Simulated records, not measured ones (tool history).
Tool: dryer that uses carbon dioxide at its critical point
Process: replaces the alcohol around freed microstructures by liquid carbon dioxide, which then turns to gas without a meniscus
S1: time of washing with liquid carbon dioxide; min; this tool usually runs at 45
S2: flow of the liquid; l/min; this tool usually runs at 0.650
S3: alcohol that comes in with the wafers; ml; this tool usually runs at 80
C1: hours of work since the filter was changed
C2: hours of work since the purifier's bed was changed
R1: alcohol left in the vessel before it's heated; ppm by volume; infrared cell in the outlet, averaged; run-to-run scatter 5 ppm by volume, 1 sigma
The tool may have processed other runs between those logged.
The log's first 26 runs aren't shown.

{"run": 27, "day": 23.658, "S1": 59, "S2": 0.65, "S3": 80, "C1": 91, "C2": 553, "R1": 37}
{"run": 28, "day": 25.033, "S1": 48, "S2": 0.397, "S3": 96, "C1": 105, "C2": 567, "R1": 452}
{"run": 29, "day": 25.9, "S1": 35, "S2": 0.397, "S3": 120, "C1": 114, "C2": 575, "R1": 1604}
{"run": 30, "day": 27.221, "S1": 55, "S2": 1.008, "S3": 51, "C1": 127, "C2": 589, "R1": 46}
{"run": 31, "day": 28.179, "S1": 55, "S2": 0.445, "S3": 27, "C1": 137, "C2": 598, "R1": 89}
{"run": 32, "day": 28.892, "S1": 55, "S2": 0.445, "S3": 27, "C1": 144, "C2": 605, "R1": 90}
{"run": 33, "day": 30.008, "S1": 48, "S2": 1.054, "S3": 27, "C1": 155, "C2": 617, "R1": 46}
{"run": 34, "day": 30.962, "S1": 34, "S2": 0.551, "S3": 72, "C1": 165, "C2": 626, "R1": 419}
{"run": 35, "day": 32.129, "S1": 33, "S2": 0.49, "S3": 86, "C1": 176, "C2": 638, "R1": 821}
{"run": 36, "day": 32.983, "S1": 54, "S2": 1.009, "S3": 86, "C1": 185, "C2": 647, "R1": 46}
{"run": 37, "day": 34.154, "S1": 54, "S2": 1.009, "S3": 86, "C1": 197, "C2": 659, "R1": 49}

Forecast run 38:
{"day": 34.396, "done": "inlet filter changed"}
{"run": 38, "day": 35.442, "S1": 31, "S2": 1.078, "S3": 102, "C1": 11, "C2": 671, "R1": "?"}

{"run 38": {"R1": 64}}
If the tool had no hidden condition, the same run with the same run-to-run variation would have returned R1 23 ppm by volume.

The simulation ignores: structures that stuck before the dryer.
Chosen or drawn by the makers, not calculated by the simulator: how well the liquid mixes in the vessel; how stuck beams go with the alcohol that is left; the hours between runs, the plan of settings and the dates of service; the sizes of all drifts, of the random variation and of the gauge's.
